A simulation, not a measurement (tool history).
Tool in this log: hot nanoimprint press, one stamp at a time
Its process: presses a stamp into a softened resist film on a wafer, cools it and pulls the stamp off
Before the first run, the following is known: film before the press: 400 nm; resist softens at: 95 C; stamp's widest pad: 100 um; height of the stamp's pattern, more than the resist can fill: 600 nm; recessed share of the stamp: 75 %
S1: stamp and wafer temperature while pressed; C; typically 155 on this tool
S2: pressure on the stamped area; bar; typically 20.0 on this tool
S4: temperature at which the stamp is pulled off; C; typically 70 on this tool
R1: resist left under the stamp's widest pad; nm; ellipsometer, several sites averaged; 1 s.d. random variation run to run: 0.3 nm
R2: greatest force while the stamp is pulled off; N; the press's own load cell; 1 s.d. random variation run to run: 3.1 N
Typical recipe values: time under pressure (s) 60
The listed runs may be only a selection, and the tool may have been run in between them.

Run 1, day 0.000: usual settings. Result: R1 156.9 nm, R2 154 N.
Run 2, day 1.367: usual settings but S4 64 C. Result: R1 157.4 nm, R2 171 N.
At day 1.979: plate thermocouple calibrated.
Run 3, day 2.417: usual settings. Result: R1 154.3 nm, R2 158 N.
Run 4, day 4.112: usual settings. Result: R1 155.6 nm, R2 162 N.
Run 5, day 4.925: usual settings but S1 166 C. Result: R1 100.9 nm, R2 161 N.
Run 6, day 5.812: usual settings but S2 21.3 bar. Result: R1 150.4 nm, R2 171 N.
Run 7, day 7.467: usual settings. Result: R1 155.8 nm, R2 171 N.
Run 8, day 8.696: usual settings. Result: R1 155.8 nm, R2 181 N.
Run 9, day 9.883: usual settings. Result: R1 156.6 nm, R2 190 N.
Run 10, day 11.188: usual settings. Result: R1 156.2 nm, R2 182 N.
Run 11, day 12.754: usual settings. Result: R1 156.5 nm, R2 196 N.
Run 12, day 14.338: usual settings. Result: R1 157.3 nm, R2 204 N.
Run 13, day 15.500: usual settings but S4 60 C. Result: R1 157.8 nm, R2 251 N.
Run 14, day 16.879: usual settings but S4 60 C. Result: R1 158.1 nm, R2 251 N.
At day 17.108: plate thermocouple calibrated.
Run 15, day 18.188: usual settings. Result: R1 156.2 nm, R2 212 N.
Run 16, day 19.058: usual settings but S1 165 C, S2 27.8 bar, time under pressure (s) 49, S4 61 C. Result: R1 94.7 nm, R2 257 N.
At day 19.604: press's hydraulic seals changed and the load cell set to zero.
Run 17, day 20.900: usual settings but S1 153 C, time under pressure (s) 114. Result: R1 134.3 nm, R2 226 N.
Run 18, day 21.750: usual settings but S1 162 C, S2 13.5 bar, time under pressure (s) 41, S4 67 C. Result: R1 169.1 nm, R2 244 N.
At day 22.488: stamp cleaned and given a new release coat.
Run 19, day 23.146: usual settings but S2 12.8 bar, time under pressure (s) 31, S4 57 C. Result: R1 242.0 nm, R2 189 N.
Run 20, day 24.067: usual settings but S2 12.8 bar, time under pressure (s) 31, S4 57 C. Result: R1 243.0 nm, R2 191 N.
Run 21, day 25.804: usual settings but S2 12.8 bar, time under pressure (s) 31, S4 57 C. Result: R1 242.5 nm, R2 198 N.
Run 22, day 27.008: usual settings but S1 159 C, S2 12.4 bar, time under pressure (s) 31, S4 57 C. Result: R1 216.1 nm, R2 209 N.
Run 23, day 28.454: usual settings but S1 162 C, S2 12.4 bar, time under pressure (s) 36, S4 57 C. Result: R1 185.7 nm, R2 211 N.
Run 24, day 29.829: usual settings but S1 162 C, S2 12.4 bar, time under pressure (s) 43, S4 75 C. Result: R1 174.8 nm, R2 161 N.
Run 25, day 30.838: usual settings but time under pressure (s) 51. Result: R1 166.5 nm, R2 182 N.
Run 26, day 32.288: usual settings but time under pressure (s) 51. Result: R1 167.4 nm, R2 187 N.
At day 32.846: plate thermocouple calibrated.
Run 27, day 33.396: usual settings but S2 17.8 bar, time under pressure (s) 105. Result: R1 135.2 nm, R2 196 N.
Run 28, day 34.425: usual settings but S1 145 C, S2 19.0 bar, time under pressure (s) 33, S4 77 C. Result: R1 278.3 nm, R2 162 N.
Run 29, day 36.175: usual settings but S1 145 C, S2 13.8 bar, time under pressure (s) 92, S4 72 C. Result: R1 243.7 nm, R2 193 N.
Run 30, day 37.362: usual settings but S2 17.4 bar, S4 74 C. Result: R1 167.8 nm, R2 189 N.

Results for each run, recomputed without the tool's hidden state and with each run's random variation untouched:
Hidden state at play: true temperature over the reading, C; pressure that arrives at the usual setting, %; grip of the stamp's worn release coat, % over a new coat's; drift of the gauge itself on residual_nm, %; drift of the gauge itself on pull_off_n, %.
run     R1   R2
  1  154.3  153
  2  154.4  164
  3  154.0  150
  4  154.9  147
  5  100.3  144
  6  149.3  150
  7  154.4  144
  8  154.1  149
  9  154.7  152
 10  154.1  142
 11  154.0  148
 12  154.4  149
 13  154.6  180
 14  154.7  176
 15  154.3  146
 16   92.9  174
 17  133.5  148
 18  168.1  158
 19  240.5  186
 20  241.2  183
 21  240.3  183
 22  213.8  187
 23  183.3  182
 24  172.2  135
 25  163.3  149
 26  163.9  149
 27  135.4  155
 28  278.3  125
 29  243.6  144
 30  167.1  138

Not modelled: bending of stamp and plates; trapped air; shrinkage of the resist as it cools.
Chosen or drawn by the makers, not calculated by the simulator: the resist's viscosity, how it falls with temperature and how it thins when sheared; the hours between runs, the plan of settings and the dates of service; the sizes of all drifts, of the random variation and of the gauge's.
